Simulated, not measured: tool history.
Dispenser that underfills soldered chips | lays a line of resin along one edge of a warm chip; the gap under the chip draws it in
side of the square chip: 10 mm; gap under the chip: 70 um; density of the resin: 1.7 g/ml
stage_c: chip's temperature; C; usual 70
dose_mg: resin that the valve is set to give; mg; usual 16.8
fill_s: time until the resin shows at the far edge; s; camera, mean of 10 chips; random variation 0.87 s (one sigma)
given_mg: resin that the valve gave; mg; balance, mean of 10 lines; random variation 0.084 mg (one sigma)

| run | hour | stage_c | dose_mg | fill_s | given_mg |
|---|---|---|---|---|---|
| 1 | 0 | 70 | 16.8 | 85.4 | 16.68 |
| 2 | 9.4 | 70 | 16.8 | 105.2 | 16.6 |
|  | 12.2 | new syringe of resin |
| 3 | 17.5 | 70 | 16.8 | 88.1 | 16.68 |
| 4 | 27.5 | 70 | 16.8 | 109 | 16.54 |
|  | 30.3 | new syringe of resin |
| 5 | 36.3 | 70 | 20.2 | 84.5 | 20.06 |
| 6 | 47.2 | 61 | 20.2 | 148.2 | 20.01 |
|  | 48.1 | new syringe of resin |
| 7 | 59.1 | 75 | 16.8 | 83.3 | 16.3 |
|  | 65.3 | new syringe of resin |
| 8 | 65.8 | 75 | 16.8 | 66.1 | 16.37 |
| 9 | 74.7 | 75 | 16.8 | 80.7 | 16.37 |
| 10 | 80.7 | 79 | 16.8 | 78.9 | 16.26 |
|  | 82.7 | new syringe of resin |
| 11 | 92.4 | 79 | 16.8 | 74 | 16.35 |
| 12 | 98 | 79 | 16.8 | 83.5 | 16.42 |
|  | 100.2 | new syringe of resin |
| 13 | 107.6 | 70 | 16.8 | 93.3 | 16.25 |
| 14 | 115.3 | 70 | 16.8 | 107.4 | 16.34 |
|  | 118.3 | new syringe of resin |
| 15 | 124.4 | 70 | 16.8 | 86.3 | 16.21 |
|  | 130.4 | dispensing valve cleaned and set on the balance |
| 16 | 135.2 | 70 | 16.8 | 108 | 16.87 |
|  | 136.6 | new syringe of resin |
| 17 | 144.9 | 70 | 16.8 | 89.6 | 16.83 |
|  | 154.6 | new syringe of resin |
| 18 | 155.4 | 70 | 16.8 | 78.9 | 16.72 |
| 19 | 165.1 | 75 | 16.7 | 81.9 | 16.48 |
|  | 172.6 | new syringe of resin |
| 20 | 175.9 | 59 | 14.7 | 124.7 | 14.44 |
| 21 | 185.5 | 55 | 16.6 | 170.6 | 16.29 |
|  | 190.1 | new syringe of resin |
| 22 | 191 | 62 | 18.7 | 100.3 | 18.4 |
| 23 | 196.1 | 65 | 15.4 | 105.5 | 15.07 |
| 24 | 205.1 | 65 | 15.4 | 128.6 | 15.25 |
|  | 207.8 | new syringe of resin |
| 25 | 217.4 | 65 | 15.4 | 114.7 | 15.06 |
|  | 225.4 | new syringe of resin |
| 26 | 226.3 | 57 | 16.6 | 122.6 | 16.24 |
| 27 | 231.8 | 70 | 14.7 | 91.8 | 14.34 |
| 28 | 241.4 | 71 | 15.7 | 106.8 | 15.27 |
|  | 242.7 | new syringe of resin |
| 29 | 253.4 | 58 | 15.5 | 148.5 | 15.05 |
|  | 260 | new syringe of resin |
| 30 | 265.3 | 65 | 16.1 | 103.4 | 15.48 |
| 31 | 275.3 | 65 | 16.1 | 125.8 | 15.44 |
|  | 277.1 | new syringe of resin |
|  | 283.4 | dispensing valve cleaned and set on the balance |
| 32 | 288.2 | 65 | 16.1 | 112.2 | 16.24 |
|  | 295.6 | new syringe of resin |
| 33 | 298.4 | 59 | 15.8 | 120.2 | 15.69 |
| 34 | 305.1 | 70 | 21 | 90.3 | 20.83 |
|  | 313.1 | new syringe of resin |
| 35 | 317.2 | 70 | 19 | 80 | 18.89 |
| 36 | 322.1 | 57 | 15.6 | 145.5 | 15.42 |

4 ways to go on from here, each from the tool as it stands after run 36. What would each give?
| A | 326.9 | 66 | 18.9 | ? | ? |
| B | 326.9 | 64 | 15.6 | ? | ? |
| C | 326.9 | 60 | 17.4 | ? | ? |
| D | 326.9 | 83 | 19.6 | ? | ? |

| run | fill_s | given_mg |
|---|---|---|
| A | 112 | 18.69 |
| B | 124.5 | 15.29 |
| C | 141.6 | 17.34 |
| D | 63.6 | 19.38 |
Without the tool's hidden state the same runs would have given:
| run | fill_s | given_mg |
|---|---|---|
| A | 92.2 | 18.88 |
| B | 102.3 | 15.45 |
| C | 116.9 | 17.51 |
| D | 51.9 | 19.57 |
